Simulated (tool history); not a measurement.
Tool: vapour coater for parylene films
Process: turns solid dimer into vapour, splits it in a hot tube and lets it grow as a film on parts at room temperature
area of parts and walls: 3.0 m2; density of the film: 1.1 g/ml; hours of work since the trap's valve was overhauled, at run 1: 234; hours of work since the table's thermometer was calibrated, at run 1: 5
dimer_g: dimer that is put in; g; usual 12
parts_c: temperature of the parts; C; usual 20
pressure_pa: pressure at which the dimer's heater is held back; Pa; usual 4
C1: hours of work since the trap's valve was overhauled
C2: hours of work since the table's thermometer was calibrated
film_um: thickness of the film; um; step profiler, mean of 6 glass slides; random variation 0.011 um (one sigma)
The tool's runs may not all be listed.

run 1 hour=0 | dimer_g=12 parts_c=20 pressure_pa=4 | C1=234 C2=5 | film_um=1.91
run 2 hour=19 | dimer_g=12 parts_c=20 pressure_pa=4 | C1=244 C2=15 | film_um=1.91
run 3 hour=36.9 | dimer_g=12 parts_c=20 pressure_pa=4 | C1=253 C2=24 | film_um=1.91
run 4 hour=55.8 | dimer_g=12 parts_c=28 pressure_pa=4 | C1=262 C2=33 | film_um=1.33
run 5 hour=90.7 | dimer_g=14 parts_c=20 pressure_pa=4 | C1=280 C2=51 | film_um=2.22
run 6 hour=123.9 | dimer_g=14 parts_c=20 pressure_pa=4 | C1=297 C2=68 | film_um=2.23
run 7 hour=144.8 | dimer_g=14 parts_c=20 pressure_pa=4 | C1=308 C2=79 | film_um=2.25
run 8 hour=184.7 | dimer_g=14 parts_c=20 pressure_pa=4 | C1=328 C2=99 | film_um=2.24
run 9 hour=221.8 | dimer_g=14 parts_c=30 pressure_pa=4.55 | C1=347 C2=118 | film_um=1.38
run 10 hour=253.8 | dimer_g=16 parts_c=30 pressure_pa=11.51 | C1=363 C2=134 | film_um=1.38
-- hour=261.3 trap's valve overhauled
run 11 hour=276.2 | dimer_g=12 parts_c=20 pressure_pa=11.93 | C1=8 C2=143 | film_um=1.62
run 12 hour=296 | dimer_g=12 parts_c=16 pressure_pa=4.28 | C1=18 C2=154 | film_um=2.27
run 13 hour=329.2 | dimer_g=12 parts_c=17 pressure_pa=6.91 | C1=35 C2=170 | film_um=2.04

Forecast each of these 5 alternatives for the next run:
run A hour=358.3 | dimer_g=9 parts_c=13 pressure_pa=4.83 | C1=49 C2=185 | film_um=?
run B hour=358.3 | dimer_g=12 parts_c=24 pressure_pa=6.91 | C1=49 C2=185 | film_um=?
run C hour=358.3 | dimer_g=13 parts_c=31 pressure_pa=6.35 | C1=49 C2=185 | film_um=?
run D hour=358.3 | dimer_g=6 parts_c=16 pressure_pa=5.37 | C1=49 C2=185 | film_um=?
run E hour=358.3 | dimer_g=12 parts_c=17 pressure_pa=7.4 | C1=49 C2=185 | film_um=?

run=A film_um=1.94
run=B film_um=1.48
run=C film_um=1.17
run=D film_um=1.12
run=E film_um=2.02
Without the tool's hidden state the same runs would have given:
run=A film_um=1.95
run=B film_um=1.48
run=C film_um=1.17
run=D film_um=1.12
run=E film_um=2.02
